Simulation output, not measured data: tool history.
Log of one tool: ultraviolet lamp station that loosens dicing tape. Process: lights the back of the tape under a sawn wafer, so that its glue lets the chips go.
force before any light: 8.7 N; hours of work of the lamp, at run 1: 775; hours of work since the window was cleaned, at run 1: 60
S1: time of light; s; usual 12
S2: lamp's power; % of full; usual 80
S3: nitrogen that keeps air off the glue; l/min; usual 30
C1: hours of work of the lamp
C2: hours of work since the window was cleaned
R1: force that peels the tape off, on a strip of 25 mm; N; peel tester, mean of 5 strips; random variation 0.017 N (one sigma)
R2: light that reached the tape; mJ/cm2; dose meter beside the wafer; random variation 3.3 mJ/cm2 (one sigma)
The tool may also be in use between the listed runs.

run	day	S1	S2	S3	C1	C2	R1	R2
1	0.000	12	80	30	775	60	0.805	528
# day 2.475: lamp changed
2	2.475	12	80	30	0	89	0.826	519
3	4.446	12	80	30	23	112	0.822	519
4	6.550	12	67	30	48	137	1.188	438
5	8.975	12	67	30	77	166	1.190	435
6	10.183	12	80	27	92	180	0.904	517
7	13.071	12	80	30	126	215	0.843	525
8	15.800	12	80	30	159	247	0.823	515
9	18.696	8	80	30	193	281	1.711	346
10	20.917	17	80	30	219	308	0.330	740
11	22.167	17	80	30	234	323	0.350	744
12	24.929	12	80	30	267	356	0.845	522
# day 25.221: window cleaned of glue's vapour
13	27.758	12	80	18	300	30	1.313	524
14	29.179	12	80	18	317	47	1.332	520
15	31.242	12	80	18	342	72	1.266	522
16	32.704	8	80	30	359	89	1.796	346
17	34.217	12	64	9	377	107	2.735	416
18	36.583	12	64	9	405	135	2.775	418
19	38.721	12	96	30	431	161	0.524	630
20	40.525	12	96	30	452	182	0.526	626
21	43.000	14	64	24	482	211	1.146	487
22	44.708	14	64	24	502	232	1.148	485
23	47.188	14	64	24	532	261	1.153	485
24	48.796	19	64	24	551	280	0.577	660
25	51.567	7	80	20	584	313	2.628	305
26	53.612	7	80	20	608	338	2.698	307
# day 55.342: window cleaned of glue's vapour
27	55.342	23	96	55	628	0	0.063	1195

The next listed run, before its measurement:
28	57.200	23	96	55	650	22	?	?

{"run 28": {"R1": 0.067, "R2": 1200}}
Without the tool's hidden state the same run would have given R1 0.067 N, R2 1203 mJ/cm2.
